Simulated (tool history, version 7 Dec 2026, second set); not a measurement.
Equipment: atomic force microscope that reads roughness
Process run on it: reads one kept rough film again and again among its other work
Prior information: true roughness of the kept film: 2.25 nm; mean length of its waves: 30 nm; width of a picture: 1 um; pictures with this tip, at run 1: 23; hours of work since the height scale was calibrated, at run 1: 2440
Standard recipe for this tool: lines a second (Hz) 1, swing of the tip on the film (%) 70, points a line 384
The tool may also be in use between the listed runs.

run     day  lines a second (Hz)  swing of the tip on the film (%)  points a line  pictures with this tip  hours of work since the height scale was calibrated  roughness of the kept film (nm (root mean square))
  1       0                    1                                70            384                      23                                                 2440                                               1.966
      1.612  -- height scale calibrated on a step standard
  2   1.612                 1.59                                70            384                     106                                                    0                                               1.924
  3   4.217                 1.59                                70            384                     244                                                   46                                               1.803
      5.983  -- new tip fitted
  4   6.362                 1.59                                70            384                      20                                                   83                                               1.994
  5   9.429                 1.59                                70            314                     183                                                  138                                               1.862
  6    11.2                    1                                70            439                     277                                                  169                                               1.811
     12.458  -- new tip fitted
  7  14.529                    1                                70            791                     110                                                  227                                               1.952
  8  16.146                    1                                70            791                     196                                                  256                                               1.879
     18.688  -- new tip fitted
  9  19.208                    1                                70            384                      28                                                  309                                               2.004
 10  21.929                    1                                70            384                     172                                                  357                                               1.868
 11  24.783                    1                                70            384                     324                                                  408                                               1.755
     24.975  -- new tip fitted
 12  26.442                    1                                70            384                      78                                                  437                                               1.956
 13  29.604                    1                                70            858                     246                                                  492                                               1.836
     31.338  -- new tip fitted
 14  33.042                    1                                77            448                      90                                                  553                                               1.953
 15  35.888                 2.88                                71            348                     241                                                  603                                               1.768
     37.679  -- new tip fitted
 16  37.733                 2.88                                71            348                       3                                                  635                                               1.966
 17  40.867                    1                                57            384                     169                                                  690                                               1.882
 18  42.746                    1                                57            930                     269                                                  724                                               1.815
     44.054  -- new tip fitted
 19  44.225                 1.38                                61            930                      10                                                  749                                               2.016
 20  47.421                 1.38                                61            930                     179                                                  806                                               1.877
     50.425  -- new tip fitted
 21   50.75                 0.65                                61            823                      17                                                  864                                               2.054
 22    54.1                 1.81                                74            274                     195                                                  923                                               1.775
 23  55.592                 1.81                                74            274                     274                                                  949                                               1.705
     56.908  -- new tip fitted
 24  57.733                 1.05                                79            768                      44                                                  987                                               1.959

For each entry between runs, how does the tool's hidden state at the last listed run before it compare with that at the first listed run after it?
From run 1 to run 2: height scale calibrated on a step standard (day 1.612)
  radius of the tip, nm: 8.2 -> 12.6; height scale over the true one, %: -2.75 -> 0.01
  what was measured, less what the result would be without the hidden state, roughness of the kept film (nm (root mean square)): -0.078 -> -0.098
From run 3 to run 4: new tip fitted (day 5.983)
  radius of the tip, nm: 20.4 -> 8.4; height scale over the true one, %: -0.05 -> -0.09
  what was measured, less what the result would be without the hidden state, roughness of the kept film (nm (root mean square)): -0.223 -> -0.028
From run 6 to run 7: new tip fitted (day 12.458)
  radius of the tip, nm: 21.2 -> 12.4; height scale over the true one, %: -0.19 -> -0.27
  what was measured, less what the result would be without the hidden state, roughness of the kept film (nm (root mean square)): -0.241 -> -0.103
From run 8 to run 9: new tip fitted (day 18.688)
  radius of the tip, nm: 16.7 -> 8.8; height scale over the true one, %: -0.31 -> -0.37
  what was measured, less what the result would be without the hidden state, roughness of the kept film (nm (root mean square)): -0.174 -> -0.042
From run 11 to run 12: new tip fitted (day 24.975)
  radius of the tip, nm: 24.5 -> 12.1; height scale over the true one, %: -0.49 -> -0.52
  what was measured, less what the result would be without the hidden state, roughness of the kept film (nm (root mean square)): -0.294 -> -0.103
From run 13 to run 14: new tip fitted (day 31.338)
  radius of the tip, nm: 20.4 -> 11.6; height scale over the true one, %: -0.59 -> -0.66
  what was measured, less what the result would be without the hidden state, roughness of the kept film (nm (root mean square)): -0.239 -> -0.096
From run 15 to run 16: new tip fitted (day 37.679)
  radius of the tip, nm: 19.2 -> 7.7; height scale over the true one, %: -0.73 -> -0.77
  what was measured, less what the result would be without the hidden state, roughness of the kept film (nm (root mean square)): -0.212 -> -0.027
From run 18 to run 19: new tip fitted (day 44.054)
  radius of the tip, nm: 21.4 -> 8.3; height scale over the true one, %: -0.87 -> -0.91
  what was measured, less what the result would be without the hidden state, roughness of the kept film (nm (root mean square)): -0.262 -> -0.044
From run 20 to run 21: new tip fitted (day 50.425)
  radius of the tip, nm: 17 -> 8; height scale over the true one, %: -0.98 -> -1.04
  what was measured, less what the result would be without the hidden state, roughness of the kept film (nm (root mean square)): -0.194 -> -0.04
From run 23 to run 24: new tip fitted (day 56.908)
  radius of the tip, nm: 22.1 -> 9.8; height scale over the true one, %: -1.15 -> -1.19
  what was measured, less what the result would be without the hidden state, roughness of the kept film (nm (root mean square)): -0.261 -> -0.074

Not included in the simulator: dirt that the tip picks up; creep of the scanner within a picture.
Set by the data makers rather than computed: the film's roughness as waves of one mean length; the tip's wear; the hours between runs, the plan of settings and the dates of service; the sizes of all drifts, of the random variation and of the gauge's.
